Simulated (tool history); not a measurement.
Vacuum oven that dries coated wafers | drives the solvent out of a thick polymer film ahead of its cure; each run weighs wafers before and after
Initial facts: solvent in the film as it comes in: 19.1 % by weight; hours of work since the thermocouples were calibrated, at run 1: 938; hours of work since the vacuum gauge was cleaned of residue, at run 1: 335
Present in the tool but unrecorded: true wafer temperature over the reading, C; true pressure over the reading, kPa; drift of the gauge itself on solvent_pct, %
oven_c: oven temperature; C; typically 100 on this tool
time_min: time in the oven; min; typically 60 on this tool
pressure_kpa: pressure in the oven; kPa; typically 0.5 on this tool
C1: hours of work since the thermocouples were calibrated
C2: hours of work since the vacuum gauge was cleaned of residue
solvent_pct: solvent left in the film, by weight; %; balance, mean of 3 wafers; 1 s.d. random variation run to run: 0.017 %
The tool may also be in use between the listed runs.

{"run": 1, "hour": 0.0, "oven_c": 100, "time_min": 60, "pressure_kpa": 0.5, "C1": 938, "C2": 335, "solvent_pct": 3.21}
{"run": 2, "hour": 6.7, "oven_c": 100, "time_min": 60, "pressure_kpa": 0.5, "C1": 943, "C2": 340, "solvent_pct": 3.22}
{"run": 3, "hour": 18.3, "oven_c": 100, "time_min": 60, "pressure_kpa": 0.5, "C1": 951, "C2": 348, "solvent_pct": 3.21}
{"run": 4, "hour": 27.3, "oven_c": 100, "time_min": 60, "pressure_kpa": 0.5, "C1": 958, "C2": 354, "solvent_pct": 3.21}
{"run": 5, "hour": 40.4, "oven_c": 100, "time_min": 60, "pressure_kpa": 0.762, "C1": 967, "C2": 364, "solvent_pct": 3.33}
{"run": 6, "hour": 53.3, "oven_c": 100, "time_min": 60, "pressure_kpa": 0.762, "C1": 976, "C2": 373, "solvent_pct": 3.31}
{"run": 7, "hour": 64.1, "oven_c": 100, "time_min": 60, "pressure_kpa": 0.5, "C1": 984, "C2": 381, "solvent_pct": 3.17}
{"run": 8, "hour": 72.9, "oven_c": 100, "time_min": 60, "pressure_kpa": 0.411, "C1": 991, "C2": 387, "solvent_pct": 3.17}
{"run": 9, "hour": 85.5, "oven_c": 100, "time_min": 60, "pressure_kpa": 0.411, "C1": 1000, "C2": 396, "solvent_pct": 3.16}
{"run": 10, "hour": 93.1, "oven_c": 100, "time_min": 60, "pressure_kpa": 0.5, "C1": 1005, "C2": 401, "solvent_pct": 3.18}
{"run": 11, "hour": 105.2, "oven_c": 100, "time_min": 60, "pressure_kpa": 0.5, "C1": 1014, "C2": 410, "solvent_pct": 3.17}
{"run": 12, "hour": 115.0, "oven_c": 100, "time_min": 60, "pressure_kpa": 0.5, "C1": 1021, "C2": 417, "solvent_pct": 3.18}
{"run": 13, "hour": 125.4, "oven_c": 100, "time_min": 95, "pressure_kpa": 0.5, "C1": 1028, "C2": 424, "solvent_pct": 1.43}
{"run": 14, "hour": 138.6, "oven_c": 100, "time_min": 95, "pressure_kpa": 0.5, "C1": 1037, "C2": 434, "solvent_pct": 1.4}
{"run": 15, "hour": 147.7, "oven_c": 102, "time_min": 50, "pressure_kpa": 0.305, "C1": 1044, "C2": 440, "solvent_pct": 3.57}
{"run": 16, "hour": 155.6, "oven_c": 111, "time_min": 107, "pressure_kpa": 0.636, "C1": 1050, "C2": 446, "solvent_pct": 0.45}
{"run": 17, "hour": 163.3, "oven_c": 100, "time_min": 31, "pressure_kpa": 0.5, "C1": 1055, "C2": 451, "solvent_pct": 6.69}
{"run": 18, "hour": 168.7, "oven_c": 111, "time_min": 49, "pressure_kpa": 0.5, "C1": 1059, "C2": 455, "solvent_pct": 1.99}
{"run": 19, "hour": 175.5, "oven_c": 113, "time_min": 84, "pressure_kpa": 0.925, "C1": 1064, "C2": 460, "solvent_pct": 0.68}
{"run": 20, "hour": 187.5, "oven_c": 92, "time_min": 83, "pressure_kpa": 0.851, "C1": 1072, "C2": 469, "solvent_pct": 3.6}
{"run": 21, "hour": 193.0, "oven_c": 100, "time_min": 60, "pressure_kpa": 1.288, "C1": 1076, "C2": 473, "solvent_pct": 3.57}
{"run": 22, "hour": 200.7, "oven_c": 100, "time_min": 60, "pressure_kpa": 0.488, "C1": 1082, "C2": 478, "solvent_pct": 3.16}
{"run": 23, "hour": 210.3, "oven_c": 89, "time_min": 60, "pressure_kpa": 0.653, "C1": 1089, "C2": 485, "solvent_pct": 5.92}
{"run": 24, "hour": 217.9, "oven_c": 89, "time_min": 60, "pressure_kpa": 0.653, "C1": 1094, "C2": 490, "solvent_pct": 5.93}
{"run": 25, "hour": 228.2, "oven_c": 89, "time_min": 60, "pressure_kpa": 1.189, "C1": 1101, "C2": 498, "solvent_pct": 6.23}
{"run": 26, "hour": 237.6, "oven_c": 100, "time_min": 51, "pressure_kpa": 0.5, "C1": 1108, "C2": 505, "solvent_pct": 3.97}

Below are 4 alternative next runs, each starting from the tool's condition after run 26. Predict each:
{"run": "A", "hour": 243.8, "oven_c": 100, "time_min": 54, "pressure_kpa": 1.912, "C1": 1113, "C2": 509, "solvent_pct": "?"}
{"run": "B", "hour": 243.8, "oven_c": 95, "time_min": 51, "pressure_kpa": 0.5, "C1": 1113, "C2": 509, "solvent_pct": "?"}
{"run": "C", "hour": 243.8, "oven_c": 112, "time_min": 51, "pressure_kpa": 1.373, "C1": 1113, "C2": 509, "solvent_pct": "?"}
{"run": "D", "hour": 243.8, "oven_c": 110, "time_min": 51, "pressure_kpa": 0.35, "C1": 1113, "C2": 509, "solvent_pct": "?"}

run=A solvent_pct=4.33
run=B solvent_pct=5.15
run=C solvent_pct=2
run=D solvent_pct=1.96
With the hidden condition removed and each run's random variation left untouched, the same runs would have given:
run=A solvent_pct=4.82
run=B solvent_pct=5.66
run=C solvent_pct=2.32
run=D solvent_pct=2.29
